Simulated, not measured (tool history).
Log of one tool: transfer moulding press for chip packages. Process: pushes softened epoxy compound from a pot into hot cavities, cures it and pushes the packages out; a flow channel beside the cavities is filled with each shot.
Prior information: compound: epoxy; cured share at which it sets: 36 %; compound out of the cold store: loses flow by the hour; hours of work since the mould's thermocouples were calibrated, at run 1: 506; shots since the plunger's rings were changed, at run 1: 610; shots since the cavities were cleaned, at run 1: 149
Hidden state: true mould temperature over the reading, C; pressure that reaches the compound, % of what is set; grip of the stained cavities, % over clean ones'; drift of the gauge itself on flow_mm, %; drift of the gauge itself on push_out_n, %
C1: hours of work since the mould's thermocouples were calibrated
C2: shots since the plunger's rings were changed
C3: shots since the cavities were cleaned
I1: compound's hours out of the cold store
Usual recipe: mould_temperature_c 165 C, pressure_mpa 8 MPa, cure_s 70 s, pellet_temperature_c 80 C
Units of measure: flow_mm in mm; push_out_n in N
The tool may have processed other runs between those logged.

Run 1, hour 0.0: usual settings; C1 506; C2 610; C3 149; I1 16.3. Result: flow_mm 889 mm, push_out_n 243 N.
At hour 55.9: cavities cleaned with cleaning compound and waxed.
Run 2, hour 74.3: usual settings; C1 551; C2 1727; C3 282; I1 20.4. Result: flow_mm 845 mm, push_out_n 388 N.
At hour 120.4: cavities cleaned with cleaning compound and waxed.
Run 3, hour 149.4: usual settings; C1 596; C2 2858; C3 446; I1 19.4. Result: flow_mm 835 mm, push_out_n 303 N.
At hour 185.9: mould's thermocouples calibrated.
At hour 187.4: cavities cleaned with cleaning compound and waxed.
Run 4, hour 229.8: usual settings; C1 26; C2 4039; C3 651; I1 9.9. Result: flow_mm 871 mm, push_out_n 307 N.
At hour 251.8: cavities cleaned with cleaning compound and waxed.
Run 5, hour 278.8: usual settings but pellet_temperature_c 74 C; C1 55; C2 4768; C3 415; I1 37.4. Result: flow_mm 735 mm, push_out_n 285 N.
At hour 316.2: plunger's sealing rings changed.
At hour 317.7: cavities cleaned with cleaning compound and waxed.
Run 6, hour 328.5: usual settings; C1 84; C2 167; C3 167; I1 9.6. Result: flow_mm 925 mm, push_out_n 254 N.
At hour 382.3: cavities cleaned with cleaning compound and waxed.
Run 7, hour 393.4: usual settings but pellet_temperature_c 72 C; C1 123; C2 1140; C3 171; I1 43.2. Result: flow_mm 748 mm, push_out_n 244 N.
At hour 419.8: cavities cleaned with cleaning compound and waxed, once more.
Run 8, hour 465.1: usual settings; C1 166; C2 2218; C3 695; I1 11.5. Result: flow_mm 889 mm, push_out_n 323 N.
At hour 482.3: cavities cleaned with cleaning compound and waxed.
Run 9, hour 529.1: usual settings; C1 205; C2 3177; C3 718; I1 18.4. Result: flow_mm 835 mm, push_out_n 327 N.
At hour 545.0: cavities cleaned with cleaning compound and waxed.
Run 10, hour 568.3: usual settings; C1 228; C2 3756; C3 357; I1 38.6. Result: flow_mm 734 mm, push_out_n 268 N.
At hour 612.1: cavities cleaned with cleaning compound and waxed.
Run 11, hour 646.3: usual settings; C1 275; C2 4932; C3 526; I1 18.5. Result: flow_mm 813 mm, push_out_n 310 N.
At hour 672.5: plunger's sealing rings changed.
At hour 677.3: cavities cleaned with cleaning compound and waxed.
Run 12, hour 696.5: usual settings; C1 304; C2 346; C3 294; I1 9.7. Result: flow_mm 931 mm, push_out_n 289 N.
At hour 743.7: cavities cleaned with cleaning compound and waxed.
Run 13, hour 747.5: usual settings; C1 334; C2 1106; C3 58; I1 24.6. Result: flow_mm 840 mm, push_out_n 229 N.
At hour 808.7: cavities cleaned with cleaning compound and waxed.
Run 14, hour 831.6: usual settings but mould_temperature_c 157 C; C1 385; C2 2375; C3 353; I1 23.8. Result: flow_mm 843 mm, push_out_n 476 N.
At hour 873.8: cavities cleaned with cleaning compound and waxed.
Run 15, hour 873.9: usual settings but mould_temperature_c 163 C; C1 410; C2 3002; C3 2; I1 24.5. Result: flow_mm 821 mm, push_out_n 236 N.
At hour 940.3: cavities cleaned with cleaning compound and waxed.
Run 16, hour 954.9: usual settings but mould_temperature_c 163 C; C1 459; C2 4223; C3 225; I1 41.4. Result: flow_mm 730 mm, push_out_n 279 N.

What will run 17 give?
At hour 1004.0: cavities cleaned with cleaning compound and waxed.
At hour 1031.1: plunger's sealing rings changed.
Run 17, hour 1036.9: usual settings but mould_temperature_c 158 C, cure_s 63 s; C1 507; C2 88; C3 466; I1 32.6. Result: flow_mm ?, push_out_n ?.

flow_mm: 831 mm
push_out_n: 548 N
If the tool had no hidden condition, the same run with the same run-to-run variation would have returned flow_mm 831 mm, push_out_n 360 N.
